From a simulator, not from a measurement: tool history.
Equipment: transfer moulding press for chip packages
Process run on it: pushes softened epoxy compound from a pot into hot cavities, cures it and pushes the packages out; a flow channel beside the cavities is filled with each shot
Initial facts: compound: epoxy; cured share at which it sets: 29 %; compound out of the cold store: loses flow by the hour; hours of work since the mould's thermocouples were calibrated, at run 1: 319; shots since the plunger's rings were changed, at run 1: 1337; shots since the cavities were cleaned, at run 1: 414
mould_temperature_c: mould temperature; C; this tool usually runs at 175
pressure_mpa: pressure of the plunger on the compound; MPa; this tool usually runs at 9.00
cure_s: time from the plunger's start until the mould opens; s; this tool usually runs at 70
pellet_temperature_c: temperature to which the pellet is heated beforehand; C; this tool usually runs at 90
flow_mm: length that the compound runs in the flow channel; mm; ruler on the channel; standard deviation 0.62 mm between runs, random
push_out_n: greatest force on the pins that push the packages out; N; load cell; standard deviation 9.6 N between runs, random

run   hour  mould_temperature_c  pressure_mpa  cure_s  pellet_temperature_c  hours of work since the mould's thermocouples were calibrated  shots since the plunger's rings were changed  shots since the cavities were cleaned  incoming compound's hours out of the cold store  flow_mm  push_out_n
  1    0.0                  175          9.00      70                    90                                                            319                                          1337                                    414                                             34.2    488.4         585
  2   12.4                  175          9.00      70                    90                                                            329                                          1549                                    626                                             21.7    514.0         677
  3   27.5                  175          9.00      70                    90                                                            340                                          1807                                    884                                             42.3    471.6         649
      31.5  -- cavities cleaned with cleaning compound and waxed
  4   41.8                  175          9.00      75                    90                                                            349                                          2027                                    178                                             45.1    466.0         448
  5   61.9                  175          9.00      75                    90                                                            364                                          2369                                    520                                             11.9    533.7         603
  6   82.4                  175          9.00      70                    90                                                            379                                          2720                                    871                                             34.4    483.2         686
      87.6  -- cavities cleaned with cleaning compound and waxed
  7  104.9                  175          9.00      70                    90                                                            395                                          3078                                    294                                             45.5    461.2         567
     108.4  -- mould's thermocouples calibrated
  8  119.4                  175          9.00      70                    90                                                              8                                          3292                                    508                                             10.3    533.7         710
  9  132.9                  175          9.00      70                    90                                                             18                                          3522                                    738                                             16.8    518.9         725
 10  143.6                  175          9.00      70                    90                                                             26                                          3705                                    921                                              9.8    535.2         769
     146.1  -- cavities cleaned with cleaning compound and waxed
 11  155.7                  175          9.00      70                    90                                                             34                                          3887                                    164                                             40.0    470.8         523
     178.1  -- plunger's sealing rings changed
 12  178.1                  175          9.00      70                    90                                                             49                                             0                                    504                                             43.2    476.8         662
 13  197.8                  175          9.00      70                    90                                                             63                                           337                                    841                                             33.1    495.8         741
     204.8  -- cavities cleaned with cleaning compound and waxed
 14  216.0                  173          7.00      59                    97                                                             76                                           622                                    191                                             25.9    452.0        1054
 15  232.1                  173         10.99      59                    89                                                             88                                           897                                    466                                             20.4    579.0        1313
     237.1  -- mould's thermocouples calibrated, once more
 16  253.5                  173         10.99      59                    89                                                             12                                          1229                                    798                                             17.3    583.3        1259
     263.6  -- cavities cleaned with cleaning compound and waxed
 17  273.5                  173         10.99      72                    89                                                             26                                          1546                                    170                                             47.0    515.3         547
 18  286.7                  177          8.73      52                    90                                                             36                                          1771                                    395                                             18.9    508.8        1264
 19  299.6                  177          8.73      52                    90                                                             45                                          1991                                    615                                              9.0    530.3        1465
 20  310.0                  175          9.00      58                    84                                                             53                                          2168                                    792                                             30.4    493.9        1181
     319.6  -- cavities cleaned with cleaning compound and waxed
 21  327.2                  178          9.64      61                    91                                                             65                                          2437                                    129                                             12.8    544.8         617
 22  347.5                  178          9.64      61                    91                                                             80                                          2784                                    476                                             37.3    490.2         713
 23  362.6                  178          9.64      61                    91                                                             91                                          3043                                    735                                             45.8    472.7         720
     376.6  -- cavities cleaned with cleaning compound and waxed
 24  380.1                  179          9.00      70                    94                                                            103                                          3316                                     60                                             23.6    498.9         371
 25  400.3                  175         10.25      70                    88                                                            118                                          3662                                    406                                              9.9    569.5         686

For each run, the measured value with the value that run would have given without the tool's hidden condition subtracted. The run-to-run variation is shared by both, the gauge scatter possibly not:
Unlogged tool condition in this case: true mould temperature over the reading, C; pressure that reaches the compound, % of what is set; grip of the stained cavities, % over clean ones'; drift of the gauge itself on flow_mm, %; drift of the gauge itself on push_out_n, %.
run  flow_mm  push_out_n
  1     -5.3        +166
  2     -6.3        +231
  3     -6.6        +243
  4     -7.2         +96
  5     -9.4        +202
  6     -9.6        +265
  7    -10.1        +154
  8    -11.9        +251
  9    -12.4        +285
 10    -13.4        +316
 11    -12.4        +110
 12     +0.2        +230
 13     -0.8        +295
 14     -1.4        +262
 15     -2.8        +456
 16     -5.9        +450
 17     -6.3        +103
 18     -6.9        +367
 19     -7.9        +498
 20     -8.0        +433
 21     -9.7        +101
 22     -9.9        +226
 23    -10.3        +261
 24    -11.7         +37
 25    -14.7        +209
